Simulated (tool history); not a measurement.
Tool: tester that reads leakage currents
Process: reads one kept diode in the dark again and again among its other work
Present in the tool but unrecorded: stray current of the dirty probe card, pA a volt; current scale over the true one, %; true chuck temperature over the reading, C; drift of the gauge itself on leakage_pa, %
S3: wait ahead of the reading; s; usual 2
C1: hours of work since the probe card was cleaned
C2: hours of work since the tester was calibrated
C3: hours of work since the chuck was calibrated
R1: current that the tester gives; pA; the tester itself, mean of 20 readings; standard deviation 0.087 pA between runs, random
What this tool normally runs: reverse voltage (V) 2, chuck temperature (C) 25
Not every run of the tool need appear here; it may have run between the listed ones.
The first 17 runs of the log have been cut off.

{"run": 18, "hour": 1988.1, "reverse voltage (V)": 2, "chuck temperature (C)": 25, "S3": 2, "C1": 280, "C2": 2344, "C3": 620, "R1": 26.51}
{"run": 19, "hour": 2058.8, "reverse voltage (V)": 2, "chuck temperature (C)": 25, "S3": 1.52, "C1": 331, "C2": 2395, "C3": 671, "R1": 26.92}
{"run": 20, "hour": 2130.8, "reverse voltage (V)": 2, "chuck temperature (C)": 25, "S3": 1.52, "C1": 383, "C2": 2447, "C3": 723, "R1": 27.21}
{"run": 21, "hour": 2251.4, "reverse voltage (V)": 2, "chuck temperature (C)": 25, "S3": 1.52, "C1": 471, "C2": 2534, "C3": 810, "R1": 27.76}
{"run": 22, "hour": 2313.5, "reverse voltage (V)": 17.52, "chuck temperature (C)": 39, "S3": 3.18, "C1": 516, "C2": 2579, "C3": 855, "R1": 267.72}
{"hour": 2395.9, "done": "tester calibrated"}
{"run": 23, "hour": 2395.9, "reverse voltage (V)": 2.59, "chuck temperature (C)": 39, "S3": 0.43, "C1": 574, "C2": 0, "C3": 913, "R1": 87.46}
{"run": 24, "hour": 2542.0, "reverse voltage (V)": 2.59, "chuck temperature (C)": 39, "S3": 0.43, "C1": 679, "C2": 106, "C3": 1019, "R1": 88.46}
{"run": 25, "hour": 2691.3, "reverse voltage (V)": 1.6, "chuck temperature (C)": 31, "S3": 6.34, "C1": 787, "C2": 214, "C3": 1127, "R1": 38.23}
{"run": 26, "hour": 2840.8, "reverse voltage (V)": 5.95, "chuck temperature (C)": 25, "S3": 2, "C1": 895, "C2": 322, "C3": 1235, "R1": 58.42}
{"run": 27, "hour": 2929.6, "reverse voltage (V)": 14.24, "chuck temperature (C)": 40, "S3": 0.68, "C1": 959, "C2": 386, "C3": 1299, "R1": 272.69}
{"hour": 2946.0, "done": "chuck's temperature calibrated"}
{"run": 28, "hour": 3077.4, "reverse voltage (V)": 1.28, "chuck temperature (C)": 21, "S3": 2, "C1": 1065, "C2": 491, "C3": 95, "R1": 15.61}
{"run": 29, "hour": 3214.6, "reverse voltage (V)": 1.28, "chuck temperature (C)": 43, "S3": 2, "C1": 1164, "C2": 590, "C3": 194, "R1": 71.77}
{"run": 30, "hour": 3322.4, "reverse voltage (V)": 2, "chuck temperature (C)": 59, "S3": 2, "C1": 1242, "C2": 668, "C3": 272, "R1": 259.95}
{"run": 31, "hour": 3388.3, "reverse voltage (V)": 2, "chuck temperature (C)": 59, "S3": 2, "C1": 1290, "C2": 716, "C3": 320, "R1": 263.05}
{"run": 32, "hour": 3481.8, "reverse voltage (V)": 15.31, "chuck temperature (C)": 45, "S3": 1.15, "C1": 1357, "C2": 783, "C3": 387, "R1": 366.92}
{"run": 33, "hour": 3579.9, "reverse voltage (V)": 15.31, "chuck temperature (C)": 45, "S3": 1.15, "C1": 1428, "C2": 854, "C3": 458, "R1": 371.58}
{"hour": 3695.3, "done": "probe card cleaned and baked"}
{"run": 34, "hour": 3719.8, "reverse voltage (V)": 15.31, "chuck temperature (C)": 45, "S3": 0.39, "C1": 18, "C2": 953, "C3": 557, "R1": 350.63}
{"run": 35, "hour": 3856.7, "reverse voltage (V)": 15.31, "chuck temperature (C)": 45, "S3": 0.39, "C1": 117, "C2": 1052, "C3": 656, "R1": 354.49}
{"run": 36, "hour": 3968.8, "reverse voltage (V)": 5.93, "chuck temperature (C)": 48, "S3": 3.16, "C1": 198, "C2": 1133, "C3": 737, "R1": 245.28}
{"run": 37, "hour": 4072.6, "reverse voltage (V)": 5.34, "chuck temperature (C)": 25, "S3": 8.87, "C1": 273, "C2": 1208, "C3": 812, "R1": 46.7}
{"run": 38, "hour": 4164.4, "reverse voltage (V)": 5.56, "chuck temperature (C)": 25, "S3": 4.12, "C1": 339, "C2": 1275, "C3": 878, "R1": 48.53}
{"run": 39, "hour": 4312.5, "reverse voltage (V)": 2.92, "chuck temperature (C)": 43, "S3": 0.39, "C1": 446, "C2": 1382, "C3": 986, "R1": 122.95}

Alternative continuations, all from the tool just after run 39; predict every row:
{"run": "A", "hour": 4467.2, "reverse voltage (V)": 2, "chuck temperature (C)": 25, "S3": 1.81, "C1": 558, "C2": 1494, "C3": 1097, "R1": "?"}
{"run": "B", "hour": 4467.2, "reverse voltage (V)": 1.22, "chuck temperature (C)": 48, "S3": 2, "C1": 558, "C2": 1494, "C3": 1097, "R1": "?"}
{"run": "C", "hour": 4467.2, "reverse voltage (V)": 2.14, "chuck temperature (C)": 21, "S3": 0.5, "C1": 558, "C2": 1494, "C3": 1097, "R1": "?"}
{"run": "D", "hour": 4467.2, "reverse voltage (V)": 13.7, "chuck temperature (C)": 43, "S3": 0.39, "C1": 558, "C2": 1494, "C3": 1097, "R1": "?"}

run=A R1=27.96
run=B R1=103.61
run=C R1=23.26
run=D R1=312.95
Take away the tool's hidden state, keep each run's random variation, and the runs would have read:
run=A R1=23.7
run=B R1=93.82
run=C R1=19.39
run=D R1=275.51
